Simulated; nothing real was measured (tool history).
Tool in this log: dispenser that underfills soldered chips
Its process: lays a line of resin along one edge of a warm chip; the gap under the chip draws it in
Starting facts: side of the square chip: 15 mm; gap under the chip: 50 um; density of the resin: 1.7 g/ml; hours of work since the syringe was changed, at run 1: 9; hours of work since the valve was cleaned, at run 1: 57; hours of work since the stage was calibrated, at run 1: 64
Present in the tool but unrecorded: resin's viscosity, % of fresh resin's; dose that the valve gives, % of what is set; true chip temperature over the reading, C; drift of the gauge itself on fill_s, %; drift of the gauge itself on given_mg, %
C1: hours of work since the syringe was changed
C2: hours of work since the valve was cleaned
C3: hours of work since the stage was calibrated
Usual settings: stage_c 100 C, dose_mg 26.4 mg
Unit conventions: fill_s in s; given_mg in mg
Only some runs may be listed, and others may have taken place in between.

run 1 hour=0.0 | stage_c=100 dose_mg=26.4 | C1=9 C2=57 C3=64 | fill_s=227.1 given_mg=25.80
-- hour=1.2 new syringe of resin
run 2 hour=9.3 | stage_c=100 dose_mg=26.4 | C1=6 C2=64 C3=71 | fill_s=180.9 given_mg=25.79
-- hour=14.6 new syringe of resin
run 3 hour=21.2 | stage_c=90 dose_mg=26.4 | C1=5 C2=73 C3=80 | fill_s=267.3 given_mg=25.72
-- hour=27.6 new syringe of resin
run 4 hour=32.7 | stage_c=101 dose_mg=26.4 | C1=4 C2=81 C3=88 | fill_s=154.6 given_mg=25.61
-- hour=41.0 new syringe of resin
run 5 hour=44.6 | stage_c=101 dose_mg=26.4 | C1=3 C2=90 C3=97 | fill_s=143.0 given_mg=25.61
run 6 hour=52.0 | stage_c=101 dose_mg=26.4 | C1=8 C2=96 C3=103 | fill_s=205.2 given_mg=25.59
-- hour=54.1 new syringe of resin
-- hour=56.8 dispensing valve cleaned and set on the balance
run 7 hour=64.5 | stage_c=87 dose_mg=26.4 | C1=7 C2=6 C3=111 | fill_s=352.7 given_mg=26.42
-- hour=68.0 new syringe of resin
run 8 hour=74.2 | stage_c=100 dose_mg=26.4 | C1=5 C2=13 C3=118 | fill_s=175.4 given_mg=26.34
-- hour=81.1 new syringe of resin
run 9 hour=82.5 | stage_c=100 dose_mg=26.4 | C1=1 C2=19 C3=125 | fill_s=134.2 given_mg=26.40
run 10 hour=92.3 | stage_c=100 dose_mg=26.4 | C1=9 C2=27 C3=132 | fill_s=212.2 given_mg=26.33
-- hour=94.5 new syringe of resin
run 11 hour=97.5 | stage_c=101 dose_mg=26.4 | C1=2 C2=30 C3=136 | fill_s=138.9 given_mg=26.22
run 12 hour=104.4 | stage_c=101 dose_mg=26.4 | C1=8 C2=36 C3=141 | fill_s=191.4 given_mg=26.08
-- hour=107.3 new syringe of resin
run 13 hour=114.4 | stage_c=101 dose_mg=26.4 | C1=5 C2=43 C3=148 | fill_s=169.3 given_mg=26.11
-- hour=120.9 new syringe of resin
run 14 hour=121.2 | stage_c=101 dose_mg=29.1 | C1=0 C2=48 C3=153 | fill_s=121.6 given_mg=28.60
run 15 hour=132.2 | stage_c=100 dose_mg=27.5 | C1=9 C2=56 C3=162 | fill_s=214.4 given_mg=26.89
-- hour=134.1 new syringe of resin
run 16 hour=140.8 | stage_c=86 dose_mg=26.4 | C1=5 C2=63 C3=168 | fill_s=346.5 given_mg=25.90
-- hour=146.9 new syringe of resin
run 17 hour=147.9 | stage_c=86 dose_mg=26.4 | C1=1 C2=68 C3=173 | fill_s=271.7 given_mg=25.84
run 18 hour=158.2 | stage_c=86 dose_mg=26.4 | C1=9 C2=76 C3=181 | fill_s=434.6 given_mg=25.84
-- hour=160.1 new syringe of resin
run 19 hour=166.0 | stage_c=113 dose_mg=23.3 | C1=5 C2=81 C3=187 | fill_s=101.7 given_mg=22.70
-- hour=173.0 new syringe of resin
run 20 hour=173.4 | stage_c=113 dose_mg=23.3 | C1=0 C2=87 C3=192 | fill_s=79.4 given_mg=22.63
run 21 hour=181.6 | stage_c=113 dose_mg=23.3 | C1=7 C2=93 C3=198 | fill_s=114.4 given_mg=22.56
-- hour=186.0 new syringe of resin
run 22 hour=188.3 | stage_c=113 dose_mg=31.4 | C1=2 C2=98 C3=203 | fill_s=81.6 given_mg=30.33
-- hour=190.2 dispensing valve cleaned and set on the balance
run 23 hour=196.8 | stage_c=109 dose_mg=25.2 | C1=7 C2=5 C3=209 | fill_s=144.1 given_mg=25.06
-- hour=200.0 new syringe of resin
run 24 hour=202.3 | stage_c=98 dose_mg=26.4 | C1=2 C2=9 C3=213 | fill_s=157.2 given_mg=26.15
run 25 hour=209.3 | stage_c=98 dose_mg=26.4 | C1=7 C2=14 C3=218 | fill_s=221.4 given_mg=26.15
-- hour=213.1 new syringe of resin
run 26 hour=217.3 | stage_c=98 dose_mg=26.4 | C1=3 C2=20 C3=224 | fill_s=170.8 given_mg=26.17
-- hour=226.3 new syringe of resin
run 27 hour=227.8 | stage_c=98 dose_mg=26.4 | C1=1 C2=28 C3=232 | fill_s=159.8 given_mg=26.01
-- hour=239.3 new syringe of resin
run 28 hour=239.3 | stage_c=98 dose_mg=26.4 | C1=0 C2=36 C3=240 | fill_s=148.8 given_mg=26.04
run 29 hour=249.9 | stage_c=108 dose_mg=32.3 | C1=8 C2=45 C3=248 | fill_s=145.2 given_mg=31.68
-- hour=252.9 new syringe of resin
run 30 hour=255.2 | stage_c=108 dose_mg=32.3 | C1=2 C2=48 C3=252 | fill_s=99.2 given_mg=31.75
run 31 hour=262.6 | stage_c=108 dose_mg=32.3 | C1=7 C2=54 C3=258 | fill_s=138.8 given_mg=31.59
-- hour=265.9 new syringe of resin
run 32 hour=267.8 | stage_c=108 dose_mg=32.3 | C1=1 C2=58 C3=262 | fill_s=99.9 given_mg=31.51
run 33 hour=277.1 | stage_c=106 dose_mg=25.8 | C1=9 C2=65 C3=269 | fill_s=172.6 given_mg=25.24
-- hour=278.8 new syringe of resin
run 34 hour=285.2 | stage_c=106 dose_mg=25.8 | C1=5 C2=71 C3=275 | fill_s=138.4 given_mg=25.16
-- hour=291.8 new syringe of resin
run 35 hour=293.9 | stage_c=106 dose_mg=25.8 | C1=2 C2=77 C3=281 | fill_s=114.0 given_mg=25.07

Consider 3 possible next runs. They are alternatives, not a sequence: every one starts from the tool as it was left by run 35. What does each give?
-- hour=304.6 new syringe of resin
run A hour=305.5 | stage_c=101 dose_mg=25.8 | C1=1 C2=86 C3=290 | fill_s=? given_mg=?
-- hour=304.6 new syringe of resin
run B hour=305.5 | stage_c=104 dose_mg=25.8 | C1=1 C2=86 C3=290 | fill_s=? given_mg=?
-- hour=304.6 new syringe of resin
run C hour=305.5 | stage_c=108 dose_mg=24.8 | C1=1 C2=86 C3=290 | fill_s=? given_mg=?

run=A fill_s=135.7 given_mg=24.88
run=B fill_s=119.8 given_mg=24.91
run=C fill_s=99.9 given_mg=23.93
The same runs, with their run-to-run variation unchanged, on a tool lacking any hidden condition would have given:
run=A fill_s=119.9 given_mg=25.74
run=B fill_s=106.1 given_mg=25.77
run=C fill_s=88.3 given_mg=24.75

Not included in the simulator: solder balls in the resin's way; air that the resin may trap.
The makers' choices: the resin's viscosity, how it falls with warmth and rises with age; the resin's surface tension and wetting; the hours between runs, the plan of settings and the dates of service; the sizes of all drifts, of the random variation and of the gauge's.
